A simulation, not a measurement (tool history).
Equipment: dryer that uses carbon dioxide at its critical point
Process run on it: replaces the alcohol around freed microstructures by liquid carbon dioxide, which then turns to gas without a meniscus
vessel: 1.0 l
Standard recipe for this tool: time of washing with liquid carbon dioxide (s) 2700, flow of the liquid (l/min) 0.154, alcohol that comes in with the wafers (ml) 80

| run | day | time of washing with liquid carbon dioxide (s) | flow of the liquid (l/min) | alcohol that comes in with the wafers (ml) | alcohol left in the vessel before it's heated (ppm by volume) |
|---|---|---|---|---|---|
| 1 | 0 | 2700 | 0.154 | 80 | 149 |
| 2 | 0.412 | 2700 | 0.154 | 73 | 149 |
| 3 | 0.992 | 2700 | 0.118 | 80 | 669 |
| 4 | 1.438 | 2700 | 0.154 | 39 | 106 |
| 5 | 2.075 | 2700 | 0.154 | 80 | 171 |
| 6 | 2.617 | 2700 | 0.154 | 80 | 177 |
| 7 | 3.383 | 2700 | 0.154 | 80 | 178 |
| 8 | 3.833 | 2700 | 0.154 | 80 | 195 |
| 9 | 4.412 | 2700 | 0.154 | 80 | 193 |
| 10 | 5.117 | 2700 | 0.154 | 82 | 208 |
| 11 | 5.708 | 2460 | 0.175 | 82 | 180 |
| 12 | 6.025 | 2460 | 0.175 | 82 | 171 |
| 13 | 6.608 | 3300 | 0.217 | 116 | 55 |
|  | 6.954 | inlet filter changed |
| 14 | 7.179 | 2700 | 0.217 | 31 | 61 |

Run 15 has not been measured yet. What should we expect?
| 15 | 7.775 | 2700 | 0.247 | 55 | ? |

{"run 15": {"alcohol left in the vessel before it's heated (ppm by volume)": 55}}
With no hidden state in the tool, this same run would have given alcohol left in the vessel before it's heated (ppm by volume) 1.
